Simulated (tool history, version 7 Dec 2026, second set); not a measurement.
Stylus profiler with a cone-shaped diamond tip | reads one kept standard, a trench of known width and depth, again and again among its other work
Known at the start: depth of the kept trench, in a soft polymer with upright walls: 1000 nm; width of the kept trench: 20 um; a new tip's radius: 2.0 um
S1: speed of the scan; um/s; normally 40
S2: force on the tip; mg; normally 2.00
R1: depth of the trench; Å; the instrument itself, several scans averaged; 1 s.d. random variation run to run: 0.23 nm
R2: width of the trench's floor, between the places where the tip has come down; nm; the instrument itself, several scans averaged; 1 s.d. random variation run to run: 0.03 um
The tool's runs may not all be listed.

run,hour,S1,S2,R1,R2
1,0.0,40,2.00,10103.7,15820
2,16.4,40,2.00,10105.4,15810
3,41.0,40,2.00,10101.8,15810
4,56.7,30,2.00,10103.2,15790
5,86.2,51,2.00,10102.7,15620
6,103.1,18,2.00,10103.1,15710
7,134.3,40,2.40,10116.8,15590
8,153.0,40,2.40,10115.3,15590
9,176.5,40,2.40,10110.4,15460
10,193.3,40,2.40,10113.3,15440
11,219.8,40,0.96,10056.5,15300
12,251.1,39,3.21,10135.8,15370
# hour 254.0: height scale calibrated on a step standard
13,276.3,40,1.69,10082.7,15260
14,304.4,94,2.26,10099.3,15050
15,320.0,94,2.26,10104.8,14920
# hour 326.4: height scale calibrated on a step standard, once more
16,334.6,26,1.45,10090.1,15190
17,361.8,20,2.94,10143.3,15230
18,380.5,20,2.94,10138.8,15200
19,403.0,19,2.81,10134.9,15150
20,418.2,15,5.06,10197.3,15120
21,447.2,67,0.94,10069.5,14740

Here are 4 independent what-if runs from the current tool condition. What would each one return?
A,479.1,45,1.19,?,?
B,479.1,107,1.68,?,?
C,479.1,105,2.63,?,?
D,479.1,22,1.52,?,?

run,R1,R2
A,10073.3,14790
B,10099.8,14580
C,10128.5,14680
D,10088.1,14940
Take away the tool's hidden state, keep each run's random variation, and the runs would have read:
run,R1,R2
A,10072.3,16270
B,10098.8,16070
C,10127.5,16160
D,10087.1,16430
